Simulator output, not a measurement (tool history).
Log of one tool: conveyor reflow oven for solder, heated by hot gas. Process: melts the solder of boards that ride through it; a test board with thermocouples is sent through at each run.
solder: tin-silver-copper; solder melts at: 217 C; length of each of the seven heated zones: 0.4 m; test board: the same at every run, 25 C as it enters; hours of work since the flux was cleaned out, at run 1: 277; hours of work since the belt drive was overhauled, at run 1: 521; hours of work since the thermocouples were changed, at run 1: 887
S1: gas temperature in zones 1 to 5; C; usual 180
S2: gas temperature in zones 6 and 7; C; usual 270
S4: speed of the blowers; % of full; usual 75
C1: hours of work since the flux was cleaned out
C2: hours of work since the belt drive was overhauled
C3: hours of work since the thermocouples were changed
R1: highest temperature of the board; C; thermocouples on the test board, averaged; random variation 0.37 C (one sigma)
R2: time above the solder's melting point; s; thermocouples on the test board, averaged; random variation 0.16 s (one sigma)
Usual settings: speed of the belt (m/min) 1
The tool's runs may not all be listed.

Run 1, hour 0: usual settings; C1 277; C2 521; C3 887. Result: R1 253.6 C, R2 38.6 s.
Run 2, hour 26.6: usual settings; C1 297; C2 541; C3 907. Result: R1 253.8 C, R2 38.2 s.
Run 3, hour 43.9: usual settings but S4 60 % of full; C1 310; C2 554; C3 920. Result: R1 248.9 C, R2 35.8 s.
At hour 66.4: flux residue cleaned out of gas plates and filters.
Run 4, hour 78: usual settings but S4 60 % of full; C1 9; C2 576; C3 942. Result: R1 251 C, R2 37 s.
Run 5, hour 111.8: usual settings but S4 60 % of full; C1 34; C2 601; C3 967. Result: R1 250.9 C, R2 36.6 s.
Run 6, hour 144.5: usual settings but S4 60 % of full; C1 58; C2 625; C3 991. Result: R1 250.4 C, R2 36.9 s.
Run 7, hour 177.7: usual settings but S4 60 % of full; C1 83; C2 650; C3 1016. Result: R1 250.7 C, R2 36.5 s.
Run 8, hour 209.6: usual settings but S4 60 % of full; C1 106; C2 673; C3 1040. Result: R1 250.5 C, R2 36.3 s.
Run 9, hour 236.7: usual settings but S1 167 C; C1 127; C2 693; C3 1060. Result: R1 252.8 C, R2 35.1 s.
Run 10, hour 259.6: usual settings but speed of the belt (m/min) 1.01; C1 144; C2 710; C3 1077. Result: R1 254 C, R2 38.4 s.
Run 11, hour 293.3: usual settings but S1 184 C, speed of the belt (m/min) 1.01; C1 169; C2 736; C3 1102. Result: R1 254.2 C, R2 39.5 s.
Run 12, hour 329.5: usual settings but S1 184 C, speed of the belt (m/min) 1.01; C1 196; C2 762; C3 1129. Result: R1 254.3 C, R2 39.6 s.
Run 13, hour 348.7: usual settings but S1 184 C, speed of the belt (m/min) 1.01; C1 210; C2 777; C3 1143. Result: R1 254 C, R2 39.5 s.
Run 14, hour 364.5: usual settings but S1 171 C; C1 222; C2 788; C3 1155. Result: R1 252.2 C, R2 35.9 s.
Run 15, hour 381.4: usual settings but S1 171 C, speed of the belt (m/min) 1.04, S4 63 % of full; C1 234; C2 801; C3 1167. Result: R1 246.9 C, R2 30.9 s.
Run 16, hour 404.2: usual settings but S1 171 C, speed of the belt (m/min) 1.04, S4 63 % of full; C1 251; C2 818; C3 1184. Result: R1 247.3 C, R2 31 s.
Run 17, hour 430: usual settings but S2 267 C, speed of the belt (m/min) 1.12, S4 65 % of full; C1 270; C2 837; C3 1203. Result: R1 244.5 C, R2 29.2 s.
Run 18, hour 452.7: usual settings but S2 267 C, speed of the belt (m/min) 1.12, S4 65 % of full; C1 287; C2 854; C3 1220. Result: R1 243.7 C, R2 29.2 s.
Run 19, hour 485.9: usual settings but S1 179 C, S2 274 C; C1 312; C2 879; C3 1245. Result: R1 255.7 C, R2 39.7 s.
At hour 505.6: flux residue cleaned out of gas plates and filters.
Run 20, hour 515.2: usual settings but S1 185 C, S2 260 C, speed of the belt (m/min) 0.89, S4 54 % of full; C1 7; C2 897; C3 1263. Result: R1 243.7 C, R2 39.8 s.
Run 21, hour 536.8: usual settings but S1 181 C, S2 281 C, speed of the belt (m/min) 0.8, S4 86 % of full; C1 23; C2 913; C3 1279. Result: R1 271.7 C, R2 57 s.
Run 22, hour 558.4: usual settings but S4 84 % of full; C1 39; C2 929; C3 1295. Result: R1 255.7 C, R2 40.6 s.
Run 23, hour 588.3: usual settings; C1 61; C2 951; C3 1317. Result: R1 254.6 C, R2 39 s.
Run 24, hour 616.4: usual settings; C1 82; C2 972; C3 1338. Result: R1 254 C, R2 39.3 s.
Run 25, hour 635.6: usual settings but S2 267 C, S4 58 % of full; C1 97; C2 986; C3 1352. Result: R1 246.9 C, R2 34.9 s.

4 ways to go on from here, each from the tool as it stands after run 25. What would each give?
Run A, hour 670.7: usual settings; C1 123; C2 1012; C3 1378. Result: R1 ?, R2 ?.
Run B, hour 670.7: usual settings but speed of the belt (m/min) 1.12; C1 123; C2 1012; C3 1378. Result: R1 ?, R2 ?.
Run C, hour 670.7: usual settings but S1 187 C, S2 260 C, speed of the belt (m/min) 1.13; C1 123; C2 1012; C3 1378. Result: R1 ?, R2 ?.
Run D, hour 670.7: usual settings but S1 165 C, S2 275 C, S4 88 % of full; C1 123; C2 1012; C3 1378. Result: R1 ?, R2 ?.

run     R1    R2
  A  253.4  39.1
  B  250.8  32.9
  C  243.4  31.4
  D  259.4  38.2
Without the tool's hidden state the same runs would have given:
run     R1    R2
  A  256.4  39.4
  B  253.8  33.4
  C  246.3  32.1
  D  262.7  38.5
